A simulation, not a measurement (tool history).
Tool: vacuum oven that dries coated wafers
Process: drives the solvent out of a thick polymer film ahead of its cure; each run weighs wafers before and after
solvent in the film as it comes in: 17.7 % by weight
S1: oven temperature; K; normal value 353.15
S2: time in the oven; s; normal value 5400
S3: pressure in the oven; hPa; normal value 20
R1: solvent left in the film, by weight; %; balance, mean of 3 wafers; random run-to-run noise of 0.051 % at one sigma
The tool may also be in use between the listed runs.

Run 1, hour 0: usual settings. Result: R1 2.78 %.
Run 2, hour 19.2: usual settings. Result: R1 2.8 %.
Run 3, hour 33.3: usual settings. Result: R1 2.8 %.
Run 4, hour 49.9: usual settings. Result: R1 2.81 %.
Run 5, hour 69.1: usual settings. Result: R1 2.76 %.
Run 6, hour 86.5: usual settings. Result: R1 2.77 %.
Run 7, hour 105.5: usual settings. Result: R1 2.72 %.
Run 8, hour 121.2: usual settings. Result: R1 2.79 %.
Run 9, hour 139.2: usual settings. Result: R1 2.83 %.
Run 10, hour 160: usual settings but S1 348.15 K. Result: R1 4.64 %.
Run 11, hour 179.7: usual settings but S1 348.15 K. Result: R1 4.59 %.
Run 12, hour 189.5: usual settings but S1 348.15 K. Result: R1 4.6 %.
Run 13, hour 199.2: usual settings but S1 348.15 K. Result: R1 4.69 %.
Run 14, hour 216.8: usual settings but S1 345.15 K, S2 3780 s, S3 33 hPa. Result: R1 7.86 %.
Run 15, hour 235.5: usual settings but S1 345.15 K, S2 3780 s, S3 33 hPa. Result: R1 7.78 %.
Run 16, hour 248.8: usual settings but S1 347.15 K, S2 3240 s, S3 33 hPa. Result: R1 7.74 %.
Run 17, hour 263: usual settings but S1 347.15 K, S2 8580 s, S3 33 hPa. Result: R1 3.09 %.
At hour 266.2: oven's thermocouples calibrated.
Run 18, hour 280.2: usual settings but S3 28.4 hPa. Result: R1 3.03 %.

Expected results for the next run?
Run 19, hour 290.1: usual settings but S2 9000 s, S3 14.4 hPa. Result: R1 ?.

R1: 1.09 %
If the tool had no hidden condition, the same run with the same run-to-run variation would have returned R1 1.02 %.

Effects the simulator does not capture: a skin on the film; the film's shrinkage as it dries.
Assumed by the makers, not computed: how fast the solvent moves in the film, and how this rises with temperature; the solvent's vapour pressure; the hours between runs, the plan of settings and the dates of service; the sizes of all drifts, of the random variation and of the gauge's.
